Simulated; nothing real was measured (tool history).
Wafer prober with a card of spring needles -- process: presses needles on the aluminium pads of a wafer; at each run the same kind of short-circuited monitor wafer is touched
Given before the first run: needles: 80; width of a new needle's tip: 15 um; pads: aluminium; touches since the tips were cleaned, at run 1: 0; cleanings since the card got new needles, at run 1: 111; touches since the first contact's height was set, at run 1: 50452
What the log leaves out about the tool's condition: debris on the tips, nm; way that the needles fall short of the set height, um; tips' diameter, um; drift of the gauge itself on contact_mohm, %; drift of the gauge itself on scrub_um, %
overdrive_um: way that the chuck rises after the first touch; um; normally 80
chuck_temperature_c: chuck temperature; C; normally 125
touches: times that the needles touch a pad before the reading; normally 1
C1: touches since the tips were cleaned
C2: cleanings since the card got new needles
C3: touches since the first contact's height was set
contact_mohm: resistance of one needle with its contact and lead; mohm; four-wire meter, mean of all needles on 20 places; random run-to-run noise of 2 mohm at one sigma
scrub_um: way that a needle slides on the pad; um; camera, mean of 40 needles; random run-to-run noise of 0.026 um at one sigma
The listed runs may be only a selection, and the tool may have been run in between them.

run 1 hour=0.0 | overdrive_um=80 chuck_temperature_c=125 touches=1 | C1=0 C2=111 C3=50452 | contact_mohm=225 scrub_um=12.20
-- hour=6.4 tips cleaned on abrasive film
-- hour=12.9 tips cleaned on abrasive film
-- hour=19.3 tips cleaned on abrasive film
run 2 hour=24.4 | overdrive_um=80 chuck_temperature_c=125 touches=1 | C1=1843 C2=114 C3=59282 | contact_mohm=224 scrub_um=12.11
-- hour=25.7 tips cleaned on abrasive film
-- hour=32.2 tips cleaned on abrasive film
-- hour=38.6 tips cleaned on abrasive film
-- hour=44.0 height of the first contact set anew
-- hour=45.4 tips cleaned on abrasive film
-- hour=51.8 tips cleaned on abrasive film
-- hour=58.1 tips cleaned on abrasive film
run 3 hour=58.1 | overdrive_um=80 chuck_temperature_c=125 touches=1 | C1=0 C2=120 C3=5079 | contact_mohm=225 scrub_um=12.13
-- hour=64.6 tips cleaned on abrasive film
-- hour=71.0 tips cleaned on abrasive film
-- hour=77.5 tips cleaned on abrasive film
-- hour=83.9 tips cleaned on abrasive film
-- hour=89.1 tips cleaned on abrasive film
run 4 hour=93.1 | overdrive_um=80 chuck_temperature_c=125 touches=1 | C1=1489 C2=125 C3=17747 | contact_mohm=225 scrub_um=12.18
-- hour=94.5 tips cleaned on abrasive film
-- hour=101.0 tips cleaned on abrasive film
-- hour=107.4 tips cleaned on abrasive film
run 5 hour=110.6 | overdrive_um=97 chuck_temperature_c=125 touches=1 | C1=1159 C2=128 C3=24028 | contact_mohm=220 scrub_um=14.77
-- hour=113.2 tips cleaned on abrasive film
-- hour=119.6 tips cleaned on abrasive film
-- hour=126.1 tips cleaned on abrasive film
-- hour=132.5 tips cleaned on abrasive film
-- hour=137.7 tips cleaned on abrasive film
-- hour=144.1 tips cleaned on abrasive film
run 6 hour=144.3 | overdrive_um=97 chuck_temperature_c=86 touches=1 | C1=49 C2=134 C3=36188 | contact_mohm=215 scrub_um=14.79
-- hour=149.5 tips cleaned on abrasive film
-- hour=154.7 tips cleaned on abrasive film
-- hour=161.1 tips cleaned on abrasive film
-- hour=167.5 tips cleaned on abrasive film
-- hour=172.7 tips cleaned on abrasive film
-- hour=178.3 tips cleaned on abrasive film
run 7 hour=178.3 | overdrive_um=97 chuck_temperature_c=86 touches=1 | C1=0 C2=140 C3=48459 | contact_mohm=213 scrub_um=14.77
-- hour=183.5 tips cleaned on abrasive film
-- hour=189.9 tips cleaned on abrasive film
-- hour=195.1 tips cleaned on abrasive film
-- hour=201.6 tips cleaned on abrasive film
-- hour=208.0 tips cleaned on abrasive film
run 8 hour=212.8 | overdrive_um=61 chuck_temperature_c=125 touches=1 | C1=1749 C2=145 C3=60922 | contact_mohm=226 scrub_um=9.35
-- hour=214.1 tips cleaned on abrasive film
-- hour=220.6 tips cleaned on abrasive film
-- hour=227.0 tips cleaned on abrasive film
-- hour=227.3 height of the first contact set anew
-- hour=233.8 tips cleaned on abrasive film
run 9 hour=236.2 | overdrive_um=80 chuck_temperature_c=110 touches=1 | C1=907 C2=149 C3=3236 | contact_mohm=220 scrub_um=12.21
-- hour=240.1 tips cleaned on abrasive film
-- hour=246.6 tips cleaned on abrasive film
-- hour=251.8 tips cleaned on abrasive film
-- hour=258.2 tips cleaned on abrasive film
run 10 hour=263.2 | overdrive_um=80 chuck_temperature_c=110 touches=1 | C1=1815 C2=153 C3=12970 | contact_mohm=220 scrub_um=12.22
-- hour=264.5 tips cleaned on abrasive film
-- hour=271.0 tips cleaned on abrasive film
-- hour=277.4 tips cleaned on abrasive film
-- hour=283.9 tips cleaned on abrasive film
-- hour=289.6 tips cleaned on abrasive film
-- hour=301.6 card fitted with new needles
run 11 hour=301.6 | overdrive_um=80 chuck_temperature_c=36 touches=1 | C1=0 C2=0 C3=0 | contact_mohm=204 scrub_um=12.24
-- hour=308.1 tips cleaned on abrasive film
-- hour=313.2 tips cleaned on abrasive film
-- hour=319.7 tips cleaned on abrasive film
-- hour=326.1 tips cleaned on abrasive film
-- hour=332.1 tips cleaned on abrasive film
run 12 hour=332.1 | overdrive_um=80 chuck_temperature_c=36 touches=1 | C1=0 C2=5 C3=11009 | contact_mohm=203 scrub_um=12.23
-- hour=338.6 tips cleaned on abrasive film
-- hour=345.0 tips cleaned on abrasive film
-- hour=351.4 tips cleaned on abrasive film
-- hour=357.9 tips cleaned on abrasive film
run 13 hour=360.9 | overdrive_um=80 chuck_temperature_c=36 touches=1 | C1=1116 C2=9 C3=21440 | contact_mohm=204 scrub_um=12.31
-- hour=363.6 tips cleaned on abrasive film
-- hour=370.0 tips cleaned on abrasive film
-- hour=376.5 tips cleaned on abrasive film
run 14 hour=379.0 | overdrive_um=80 chuck_temperature_c=36 touches=1 | C1=948 C2=12 C3=27978 | contact_mohm=204 scrub_um=12.30
-- hour=381.8 tips cleaned on abrasive film
-- hour=388.2 tips cleaned on abrasive film
-- hour=393.4 tips cleaned on abrasive film
-- hour=398.9 tips cleaned on abrasive film
run 15 hour=398.9 | overdrive_um=80 chuck_temperature_c=36 touches=1 | C1=0 C2=16 C3=35113 | contact_mohm=203 scrub_um=12.26
-- hour=405.3 tips cleaned on abrasive film
-- hour=410.5 tips cleaned on abrasive film
-- hour=416.9 tips cleaned on abrasive film
-- hour=423.4 tips cleaned on abrasive film
run 16 hour=423.7 | overdrive_um=97 chuck_temperature_c=63 touches=1 | C1=127 C2=20 C3=44090 | contact_mohm=208 scrub_um=14.87

Below are 4 alternative next runs, each starting from the tool's condition after run 16. Predict each:
-- hour=428.9 tips cleaned on abrasive film
-- hour=435.4 tips cleaned on abrasive film
-- hour=441.8 tips cleaned on abrasive film
run A hour=443.9 | overdrive_um=60 chuck_temperature_c=61 touches=2 | C1=754 C2=23 C3=51367 | contact_mohm=? scrub_um=?
-- hour=428.9 tips cleaned on abrasive film
-- hour=435.4 tips cleaned on abrasive film
-- hour=441.8 tips cleaned on abrasive film
run B hour=443.9 | overdrive_um=60 chuck_temperature_c=26 touches=1 | C1=754 C2=23 C3=51367 | contact_mohm=? scrub_um=?
-- hour=428.9 tips cleaned on abrasive film
-- hour=435.4 tips cleaned on abrasive film
-- hour=441.8 tips cleaned on abrasive film
run C hour=443.9 | overdrive_um=81 chuck_temperature_c=125 touches=1 | C1=754 C2=23 C3=51367 | contact_mohm=? scrub_um=?
-- hour=428.9 tips cleaned on abrasive film
-- hour=435.4 tips cleaned on abrasive film
-- hour=441.8 tips cleaned on abrasive film
run D hour=443.9 | overdrive_um=97 chuck_temperature_c=63 touches=2 | C1=754 C2=23 C3=51367 | contact_mohm=? scrub_um=?

run=A contact_mohm=216 scrub_um=9.24
run=B contact_mohm=206 scrub_um=9.21
run=C contact_mohm=223 scrub_um=12.49
run=D contact_mohm=209 scrub_um=14.90
The same runs, with their run-to-run variation unchanged, on a tool lacking any hidden condition would have given:
run=A contact_mohm=215 scrub_um=9.12
run=B contact_mohm=206 scrub_um=9.08
run=C contact_mohm=223 scrub_um=12.32
run=D contact_mohm=209 scrub_um=14.69
